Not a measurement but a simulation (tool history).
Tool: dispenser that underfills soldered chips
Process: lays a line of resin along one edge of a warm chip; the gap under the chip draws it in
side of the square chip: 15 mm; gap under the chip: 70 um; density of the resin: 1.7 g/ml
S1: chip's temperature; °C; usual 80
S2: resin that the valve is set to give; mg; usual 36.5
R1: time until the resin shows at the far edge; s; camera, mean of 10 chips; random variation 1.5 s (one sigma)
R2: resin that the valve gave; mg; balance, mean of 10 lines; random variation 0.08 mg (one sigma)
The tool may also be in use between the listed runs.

Run 1, hour 0: usual settings. Result: R1 191.1 s, R2 35.11 mg.
At hour 3.9: new syringe of resin.
Run 2, hour 7.3: usual settings. Result: R1 170.3 s, R2 35.13 mg.
At hour 9.2: dispensing valve cleaned and set on the balance.
Run 3, hour 12.7: usual settings but S1 78 °C. Result: R1 214.5 s, R2 36.57 mg.
At hour 16.2: new syringe of resin.
Run 4, hour 18.4: usual settings but S1 85 °C. Result: R1 128.2 s, R2 36.55 mg.
Run 5, hour 21.5: usual settings but S1 72 °C. Result: R1 268.8 s, R2 36.45 mg.
Run 6, hour 25: usual settings but S1 72 °C. Result: R1 296.1 s, R2 36.37 mg.
At hour 27.5: new syringe of resin.
Run 7, hour 31.3: usual settings but S2 42 mg. Result: R1 170.5 s, R2 41.96 mg.
Run 8, hour 36.6: usual settings but S2 42 mg. Result: R1 193.7 s, R2 41.72 mg.
At hour 39.1: new syringe of resin.
Run 9, hour 40.9: usual settings. Result: R1 162.6 s, R2 36.35 mg.
Run 10, hour 45.6: usual settings. Result: R1 187.1 s, R2 36.32 mg.
Run 11, hour 48.7: usual settings. Result: R1 206.2 s, R2 36.44 mg.
At hour 50.2: new syringe of resin.
Run 12, hour 54.8: usual settings. Result: R1 176.4 s, R2 36.24 mg.
At hour 61.4: new syringe of resin.
Run 13, hour 61.4: usual settings. Result: R1 153.5 s, R2 36.25 mg.
Run 14, hour 67.4: usual settings. Result: R1 182.3 s, R2 36.03 mg.
At hour 72.5: new syringe of resin.
Run 15, hour 72.5: usual settings. Result: R1 157.1 s, R2 35.94 mg.
Run 16, hour 77.6: usual settings. Result: R1 180.5 s, R2 36 mg.
At hour 83.9: new syringe of resin.
Run 17, hour 84.4: usual settings. Result: R1 158.8 s, R2 35.97 mg.
Run 18, hour 91.1: usual settings. Result: R1 192.7 s, R2 35.85 mg.
At hour 95.3: new syringe of resin.
Run 19, hour 95.8: usual settings but S1 76 °C, S2 45.2 mg. Result: R1 188.9 s, R2 44.51 mg.
Run 20, hour 102.5: usual settings but S1 76 °C, S2 45.2 mg. Result: R1 226.1 s, R2 44.17 mg.
At hour 106.6: new syringe of resin.
Run 21, hour 109.3: usual settings but S1 83 °C, S2 36.7 mg. Result: R1 147.7 s, R2 36.01 mg.
Run 22, hour 116.2: usual settings but S1 94 °C, S2 33.2 mg. Result: R1 113.4 s, R2 32.46 mg.
At hour 117.9: new syringe of resin.
Run 23, hour 123.6: usual settings but S1 94 °C, S2 33.5 mg. Result: R1 103 s, R2 32.6 mg.
At hour 129.1: new syringe of resin.
Run 24, hour 130.7: usual settings but S1 83 °C, S2 47.2 mg. Result: R1 139 s, R2 46.13 mg.
Run 25, hour 137.2: usual settings but S1 88 °C, S2 45.1 mg. Result: R1 133.2 s, R2 43.82 mg.
At hour 140.2: new syringe of resin.
Run 26, hour 142.7: usual settings but S1 88 °C, S2 37.3 mg. Result: R1 114.7 s, R2 36.31 mg.
Run 27, hour 148.9: usual settings but S1 94 °C, S2 32 mg. Result: R1 112.4 s, R2 31.11 mg.
At hour 151.2: new syringe of resin.
Run 28, hour 153.7: usual settings but S1 88 °C, S2 33.5 mg. Result: R1 123 s, R2 32.42 mg.
Run 29, hour 160.6: usual settings but S1 88 °C, S2 33.5 mg. Result: R1 147.8 s, R2 32.42 mg.
At hour 162.4: new syringe of resin.
Run 30, hour 167.4: usual settings but S1 83 °C, S2 46.7 mg. Result: R1 157.3 s, R2 45.24 mg.
Run 31, hour 172.3: usual settings but S1 83 °C, S2 46.7 mg. Result: R1 181.3 s, R2 45.27 mg.

5 ways to go on from here, each from the tool as it stands after run 31. What would each give?
At hour 173.7: new syringe of resin.
Run A, hour 179.6: usual settings but S1 81 °C, S2 46.7 mg. Result: R1 ?, R2 ?.
At hour 173.7: new syringe of resin.
Run B, hour 179.6: usual settings but S1 67 °C, S2 38.2 mg. Result: R1 ?, R2 ?.
At hour 173.7: new syringe of resin.
Run C, hour 179.6: usual settings but S1 93 °C, S2 31.7 mg. Result: R1 ?, R2 ?.
At hour 173.7: new syringe of resin.
Run D, hour 179.6: usual settings but S1 83 °C, S2 47.4 mg. Result: R1 ?, R2 ?.
At hour 173.7: new syringe of resin.
Run E, hour 179.6: usual settings but S1 85 °C, S2 47.5 mg. Result: R1 ?, R2 ?.

run     R1     R2
  A  173.7  44.99
  B  356.2  36.91
  C  109.1  30.66
  D  159.1   45.8
  E  144.4  45.85
Without the tool's hidden state the same runs would have given:
run     R1     R2
  A  132.4  46.65
  B  267.5  38.27
  C   82.6  31.79
  D  121.5  47.48
  E  110.3  47.54
